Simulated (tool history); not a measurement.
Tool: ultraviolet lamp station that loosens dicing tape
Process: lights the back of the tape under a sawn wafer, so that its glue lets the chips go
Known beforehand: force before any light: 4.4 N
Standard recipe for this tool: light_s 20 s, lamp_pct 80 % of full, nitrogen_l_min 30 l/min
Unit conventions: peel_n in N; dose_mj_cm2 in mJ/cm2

run	hour	light_s	lamp_pct	nitrogen_l_min	peel_n	dose_mj_cm2
1	0.0	20	80	30	0.270	266
2	71.1	20	80	30	0.269	260
3	161.8	20	80	30	0.273	254
4	211.4	20	80	30	0.285	251
5	301.1	20	80	30	0.293	244
6	385.4	20	80	30	0.301	239
# hour 416.3: window cleaned of glue's vapour
7	474.8	20	80	30	0.282	258
8	529.2	28	69	51	0.185	300
9	582.4	28	69	51	0.187	300
10	653.1	28	69	51	0.185	294

The next listed run, before its measurement:
11	732.0	20	87	30	?	?

Run 11 came out at peel_n 0.276 N, dose_mj_cm2 255 mJ/cm2.
Had the tool carried no hidden state, the very same run would have given peel_n 0.207 N, dose_mj_cm2 325 mJ/cm2.
